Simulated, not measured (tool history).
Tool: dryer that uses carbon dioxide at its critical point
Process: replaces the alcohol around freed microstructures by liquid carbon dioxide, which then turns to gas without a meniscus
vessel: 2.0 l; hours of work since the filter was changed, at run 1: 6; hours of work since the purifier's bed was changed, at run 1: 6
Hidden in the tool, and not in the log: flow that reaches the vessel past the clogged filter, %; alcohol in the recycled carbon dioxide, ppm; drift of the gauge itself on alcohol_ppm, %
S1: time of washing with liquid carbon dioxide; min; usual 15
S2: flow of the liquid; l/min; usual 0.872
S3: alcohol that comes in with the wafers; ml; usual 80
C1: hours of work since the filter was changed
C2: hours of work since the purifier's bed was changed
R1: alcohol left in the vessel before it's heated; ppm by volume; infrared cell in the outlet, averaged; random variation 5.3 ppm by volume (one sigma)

run 1 hour=0 | S1=15 S2=0.872 S3=80 | C1=6 C2=6 | R1=122
run 2 hour=18.4 | S1=21 S2=0.872 S3=80 | C1=16 C2=16 | R1=21
run 3 hour=36.2 | S1=15 S2=0.724 S3=80 | C1=24 C2=24 | R1=323
run 4 hour=48.3 | S1=15 S2=0.724 S3=80 | C1=31 C2=31 | R1=328
run 5 hour=62.1 | S1=14 S2=0.872 S3=80 | C1=37 C2=37 | R1=188
run 6 hour=77.5 | S1=14 S2=0.872 S3=80 | C1=45 C2=45 | R1=198
run 7 hour=86.5 | S1=21 S2=0.872 S3=80 | C1=50 C2=50 | R1=21
run 8 hour=98.9 | S1=12 S2=0.872 S3=80 | C1=56 C2=56 | R1=405
run 9 hour=110.8 | S1=12 S2=0.872 S3=80 | C1=62 C2=62 | R1=402
run 10 hour=120.6 | S1=12 S2=0.872 S3=80 | C1=67 C2=67 | R1=405
run 11 hour=140.9 | S1=12 S2=0.872 S3=80 | C1=77 C2=77 | R1=424
run 12 hour=157 | S1=15 S2=0.872 S3=80 | C1=85 C2=85 | R1=144
run 13 hour=174.9 | S1=15 S2=0.872 S3=80 | C1=94 C2=94 | R1=136
run 14 hour=194.5 | S1=15 S2=1.068 S3=80 | C1=104 C2=104 | R1=54
run 15 hour=209.9 | S1=15 S2=1.068 S3=80 | C1=111 C2=111 | R1=57
run 16 hour=221.5 | S1=15 S2=1.068 S3=80 | C1=117 C2=117 | R1=50
run 17 hour=233.3 | S1=15 S2=1.068 S3=80 | C1=123 C2=123 | R1=62
run 18 hour=246.6 | S1=15 S2=1.068 S3=80 | C1=130 C2=130 | R1=48
run 19 hour=267.5 | S1=15 S2=1.068 S3=80 | C1=140 C2=140 | R1=70
run 20 hour=281.6 | S1=15 S2=0.872 S3=80 | C1=147 C2=147 | R1=157
run 21 hour=300.8 | S1=15 S2=0.872 S3=80 | C1=157 C2=157 | R1=161
run 22 hour=310.2 | S1=15 S2=0.872 S3=80 | C1=162 C2=162 | R1=166
run 23 hour=331.4 | S1=15 S2=0.872 S3=80 | C1=172 C2=172 | R1=173
run 24 hour=350.8 | S1=19 S2=0.65 S3=57 | C1=182 C2=182 | R1=165
run 25 hour=361.5 | S1=15 S2=1.062 S3=80 | C1=187 C2=187 | R1=75
run 26 hour=372.3 | S1=19 S2=1.177 S3=37 | C1=193 C2=193 | R1=30
run 27 hour=392.9 | S1=15 S2=0.565 S3=65 | C1=203 C2=203 | R1=867
run 28 hour=409.5 | S1=15 S2=0.872 S3=26 | C1=211 C2=211 | R1=84
run 29 hour=427.1 | S1=21 S2=0.671 S3=26 | C1=220 C2=220 | R1=71
run 30 hour=441.5 | S1=24 S2=0.872 S3=81 | C1=227 C2=227 | R1=42
run 31 hour=454.9 | S1=24 S2=0.872 S3=81 | C1=234 C2=234 | R1=44
run 32 hour=468 | S1=24 S2=0.872 S3=81 | C1=241 C2=241 | R1=27
run 33 hour=483.8 | S1=15 S2=1.316 S3=108 | C1=249 C2=249 | R1=53
run 34 hour=505.1 | S1=23 S2=1.244 S3=59 | C1=259 C2=259 | R1=38

Run 35 comes next. What will it give?
run 35 hour=519.4 | S1=21 S2=1.244 S3=38 | C1=266 C2=266 | R1=?

{"run 35": {"R1": 32}}
Without the tool's hidden state the same run would have given R1 0 ppm by volume.
